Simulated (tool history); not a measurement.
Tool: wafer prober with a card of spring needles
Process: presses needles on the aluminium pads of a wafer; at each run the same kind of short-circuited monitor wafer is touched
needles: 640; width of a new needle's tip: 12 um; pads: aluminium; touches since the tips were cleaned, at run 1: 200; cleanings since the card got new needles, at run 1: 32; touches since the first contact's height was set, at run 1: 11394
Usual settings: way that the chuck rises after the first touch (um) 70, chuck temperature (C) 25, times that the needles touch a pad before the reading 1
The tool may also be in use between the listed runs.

| run | hour | way that the chuck rises after the first touch (um) | chuck temperature (C) | times that the needles touch a pad before the reading | touches since the tips were cleaned | cleanings since the card got new needles | touches since the first contact's height was set | resistance of one needle with its contact and lead (mohm) | way that a needle slides on the pad (um) |
|---|---|---|---|---|---|---|---|---|---|
| 1 | 0.0 | 70 | 25 | 1 | 200 | 32 | 11394 | 134 | 12.35 |
|  | 7.3 | tips cleaned on abrasive film |
| 2 | 7.4 | 79 | 25 | 1 | 38 | 33 | 15113 | 136 | 13.94 |
|  | 15.2 | tips cleaned on abrasive film |
| 3 | 17.0 | 79 | 25 | 1 | 917 | 34 | 19923 | 135 | 13.94 |
| 4 | 22.1 | 79 | 25 | 1 | 3558 | 34 | 22564 | 137 | 13.93 |
|  | 22.8 | tips cleaned on abrasive film |
| 5 | 28.4 | 79 | 25 | 1 | 2831 | 35 | 25688 | 136 | 13.92 |
|  | 30.7 | tips cleaned on abrasive film |
| 6 | 37.8 | 79 | 25 | 1 | 3640 | 36 | 30463 | 134 | 13.93 |
|  | 38.6 | tips cleaned on abrasive film |
|  | 46.1 | tips cleaned on abrasive film |
| 7 | 48.4 | 79 | 25 | 1 | 1182 | 38 | 35729 | 135 | 13.93 |
|  | 53.7 | tips cleaned on abrasive film |
| 8 | 55.4 | 79 | 25 | 1 | 868 | 39 | 39271 | 131 | 13.93 |
|  | 61.4 | tips cleaned on abrasive film |
| 9 | 64.0 | 79 | 25 | 1 | 1329 | 40 | 43598 | 134 | 13.95 |
|  | 69.0 | tips cleaned on abrasive film |
| 10 | 74.6 | 70 | 25 | 1 | 2848 | 41 | 48905 | 136 | 12.34 |
|  | 76.9 | tips cleaned on abrasive film |
| 11 | 82.0 | 70 | 25 | 1 | 2584 | 42 | 52639 | 139 | 12.34 |
|  | 84.7 | tips cleaned on abrasive film |
|  | 92.2 | tips cleaned on abrasive film |
| 12 | 93.2 | 70 | 74 | 1 | 518 | 44 | 58228 | 143 | 12.35 |
|  | 99.9 | tips cleaned on abrasive film |
| 13 | 100.9 | 70 | 74 | 1 | 509 | 45 | 62119 | 143 | 12.35 |
|  | 107.5 | height of the first contact set anew |
| 14 | 107.5 | 70 | 74 | 1 | 3706 | 45 | 0 | 143 | 12.36 |
|  | 108.3 | tips cleaned on abrasive film |
| 15 | 115.1 | 70 | 74 | 1 | 3442 | 46 | 3816 | 147 | 12.35 |
|  | 116.2 | tips cleaned on abrasive film |
| 16 | 121.4 | 70 | 25 | 1 | 2680 | 47 | 6985 | 134 | 12.35 |
|  | 124.1 | tips cleaned on abrasive film |
|  | 132.0 | tips cleaned on abrasive film |
| 17 | 133.1 | 68 | 25 | 1 | 581 | 49 | 12828 | 135 | 11.99 |
| 18 | 137.9 | 70 | 25 | 1 | 3036 | 49 | 15283 | 136 | 12.35 |
|  | 140.2 | tips cleaned on abrasive film |
| 19 | 143.6 | 70 | 44 | 2 | 1732 | 50 | 18127 | 138 | 12.35 |
|  | 147.7 | tips cleaned on abrasive film |
|  | 155.2 | tips cleaned on abrasive film |
| 20 | 155.2 | 70 | 110 | 1 | 0 | 52 | 23919 | 151 | 12.33 |
| 21 | 160.8 | 88 | 110 | 1 | 2873 | 52 | 26792 | 144 | 15.53 |
|  | 163.1 | tips cleaned on abrasive film |
| 22 | 169.0 | 88 | 110 | 1 | 2976 | 53 | 30884 | 148 | 15.53 |
|  | 170.9 | tips cleaned on abrasive film |
|  | 178.9 | tips cleaned on abrasive film |
| 23 | 180.6 | 86 | 25 | 1 | 862 | 55 | 36729 | 132 | 15.16 |
|  | 186.7 | tips cleaned on abrasive film |
| 24 | 191.3 | 86 | 25 | 1 | 2329 | 56 | 42113 | 134 | 15.17 |
|  | 194.3 | tips cleaned on abrasive film |
| 25 | 196.3 | 70 | 30 | 2 | 1030 | 57 | 44614 | 137 | 12.35 |
|  | 202.0 | tips cleaned on abrasive film |
| 26 | 204.2 | 70 | 41 | 1 | 1121 | 58 | 48588 | 138 | 12.36 |
|  | 209.8 | tips cleaned on abrasive film |
| 27 | 213.5 | 84 | 25 | 2 | 1901 | 59 | 53268 | 137 | 14.81 |
|  | 217.2 | tips cleaned on abrasive film |
| 28 | 222.5 | 84 | 25 | 2 | 2680 | 60 | 57786 | 134 | 14.82 |
|  | 225.2 | tips cleaned on abrasive film |
|  | 233.3 | tips cleaned on abrasive film |
| 29 | 233.3 | 70 | 64 | 1 | 0 | 62 | 63207 | 141 | 12.36 |
|  | 237.9 | height of the first contact set anew |
|  | 242.0 | tips cleaned on abrasive film |
| 30 | 243.2 | 75 | 62 | 2 | 635 | 63 | 2650 | 141 | 13.22 |
|  | 250.1 | tips cleaned on abrasive film |
| 31 | 252.5 | 67 | 34 | 2 | 1228 | 64 | 7324 | 139 | 11.81 |
|  | 257.8 | tips cleaned on abrasive film |
| 32 | 260.8 | 67 | 34 | 2 | 1568 | 65 | 11527 | 138 | 11.83 |
|  | 265.2 | tips cleaned on abrasive film |
| 33 | 268.3 | 67 | 34 | 2 | 1578 | 66 | 15293 | 137 | 11.81 |

4 ways to go on from here, each from the tool as it stands after run 33. What would each give?
|  | 273.2 | tips cleaned on abrasive film |
| A | 277.7 | 52 | 25 | 1 | 2326 | 67 | 20029 | ? | ? |
|  | 273.2 | tips cleaned on abrasive film |
| B | 277.7 | 83 | 90 | 3 | 2326 | 67 | 20029 | ? | ? |
|  | 273.2 | tips cleaned on abrasive film |
| C | 277.7 | 61 | 69 | 2 | 2326 | 67 | 20029 | ? | ? |
|  | 273.2 | tips cleaned on abrasive film |
| D | 277.7 | 61 | 28 | 1 | 2326 | 67 | 20029 | ? | ? |

| run | resistance of one needle with its contact and lead (mohm) | way that a needle slides on the pad (um) |
|---|---|---|
| A | 136 | 9.18 |
| B | 148 | 14.64 |
| C | 144 | 10.76 |
| D | 137 | 10.75 |
Without the tool's hidden state the same runs would have given:
| run | resistance of one needle with its contact and lead (mohm) | way that a needle slides on the pad (um) |
|---|---|---|
| A | 135 | 9.18 |
| B | 148 | 14.64 |
| C | 143 | 10.76 |
| D | 137 | 10.75 |

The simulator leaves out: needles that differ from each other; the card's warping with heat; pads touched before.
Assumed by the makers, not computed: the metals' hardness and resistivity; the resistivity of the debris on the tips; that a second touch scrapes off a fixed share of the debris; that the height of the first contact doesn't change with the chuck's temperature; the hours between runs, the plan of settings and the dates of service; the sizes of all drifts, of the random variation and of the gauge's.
